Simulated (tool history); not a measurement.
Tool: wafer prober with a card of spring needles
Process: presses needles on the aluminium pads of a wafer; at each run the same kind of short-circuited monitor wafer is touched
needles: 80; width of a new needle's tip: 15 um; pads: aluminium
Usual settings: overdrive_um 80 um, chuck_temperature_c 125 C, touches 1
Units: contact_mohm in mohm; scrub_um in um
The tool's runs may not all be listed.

{"run": 1, "hour": 0.0, "overdrive_um": 80, "chuck_temperature_c": 125, "touches": 1, "contact_mohm": 234, "scrub_um": 10.21}
{"run": 2, "hour": 17.6, "overdrive_um": 80, "chuck_temperature_c": 125, "touches": 1, "contact_mohm": 254, "scrub_um": 10.22}
{"hour": 26.0, "done": "tips cleaned on abrasive film"}
{"run": 3, "hour": 28.8, "overdrive_um": 80, "chuck_temperature_c": 125, "touches": 1, "contact_mohm": 232, "scrub_um": 10.18}
{"run": 4, "hour": 37.3, "overdrive_um": 80, "chuck_temperature_c": 125, "touches": 1, "contact_mohm": 250, "scrub_um": 10.18}
{"hour": 53.7, "done": "tips cleaned on abrasive film"}
{"run": 5, "hour": 53.7, "overdrive_um": 80, "chuck_temperature_c": 125, "touches": 1, "contact_mohm": 226, "scrub_um": 10.2}
{"run": 6, "hour": 63.4, "overdrive_um": 80, "chuck_temperature_c": 125, "touches": 1, "contact_mohm": 242, "scrub_um": 10.18}
{"run": 7, "hour": 77.6, "overdrive_um": 80, "chuck_temperature_c": 54, "touches": 1, "contact_mohm": 245, "scrub_um": 10.16}
{"hour": 81.8, "done": "tips cleaned on abrasive film"}
{"run": 8, "hour": 94.9, "overdrive_um": 80, "chuck_temperature_c": 54, "touches": 1, "contact_mohm": 240, "scrub_um": 10.15}
{"run": 9, "hour": 107.4, "overdrive_um": 80, "chuck_temperature_c": 54, "touches": 1, "contact_mohm": 247, "scrub_um": 10.15}
{"hour": 110.3, "done": "tips cleaned on abrasive film"}
{"run": 10, "hour": 114.8, "overdrive_um": 80, "chuck_temperature_c": 125, "touches": 2, "contact_mohm": 232, "scrub_um": 10.15}
{"run": 11, "hour": 130.7, "overdrive_um": 80, "chuck_temperature_c": 125, "touches": 2, "contact_mohm": 243, "scrub_um": 10.15}
{"hour": 137.6, "done": "tips cleaned on abrasive film"}
{"run": 12, "hour": 145.9, "overdrive_um": 63, "chuck_temperature_c": 125, "touches": 1, "contact_mohm": 255, "scrub_um": 7.89}
{"run": 13, "hour": 163.1, "overdrive_um": 91, "chuck_temperature_c": 59, "touches": 1, "contact_mohm": 245, "scrub_um": 11.57}
{"hour": 165.7, "done": "tips cleaned on abrasive film"}
{"run": 14, "hour": 170.6, "overdrive_um": 87, "chuck_temperature_c": 78, "touches": 2, "contact_mohm": 220, "scrub_um": 11.03}
{"run": 15, "hour": 183.6, "overdrive_um": 87, "chuck_temperature_c": 78, "touches": 2, "contact_mohm": 234, "scrub_um": 11.04}
{"hour": 191.5, "done": "height of the first contact set anew"}
{"hour": 194.8, "done": "tips cleaned on abrasive film"}
{"run": 16, "hour": 198.4, "overdrive_um": 84, "chuck_temperature_c": 92, "touches": 3, "contact_mohm": 224, "scrub_um": 10.95}
{"run": 17, "hour": 207.5, "overdrive_um": 95, "chuck_temperature_c": 125, "touches": 1, "contact_mohm": 244, "scrub_um": 12.39}

Forecast each of these 3 alternatives for the next run:
{"run": "A", "hour": 216.8, "overdrive_um": 60, "chuck_temperature_c": 88, "touches": 2, "contact_mohm": "?", "scrub_um": "?"}
{"run": "B", "hour": 216.8, "overdrive_um": 99, "chuck_temperature_c": 125, "touches": 2, "contact_mohm": "?", "scrub_um": "?"}
{"run": "C", "hour": 216.8, "overdrive_um": 85, "chuck_temperature_c": 125, "touches": 1, "contact_mohm": "?", "scrub_um": "?"}

run=A contact_mohm=252 scrub_um=7.82
run=B contact_mohm=238 scrub_um=12.93
run=C contact_mohm=253 scrub_um=11.07
Without the tool's hidden state the same runs would have given:
run=A contact_mohm=219 scrub_um=7.84
run=B contact_mohm=223 scrub_um=12.95
run=C contact_mohm=222 scrub_um=11.09

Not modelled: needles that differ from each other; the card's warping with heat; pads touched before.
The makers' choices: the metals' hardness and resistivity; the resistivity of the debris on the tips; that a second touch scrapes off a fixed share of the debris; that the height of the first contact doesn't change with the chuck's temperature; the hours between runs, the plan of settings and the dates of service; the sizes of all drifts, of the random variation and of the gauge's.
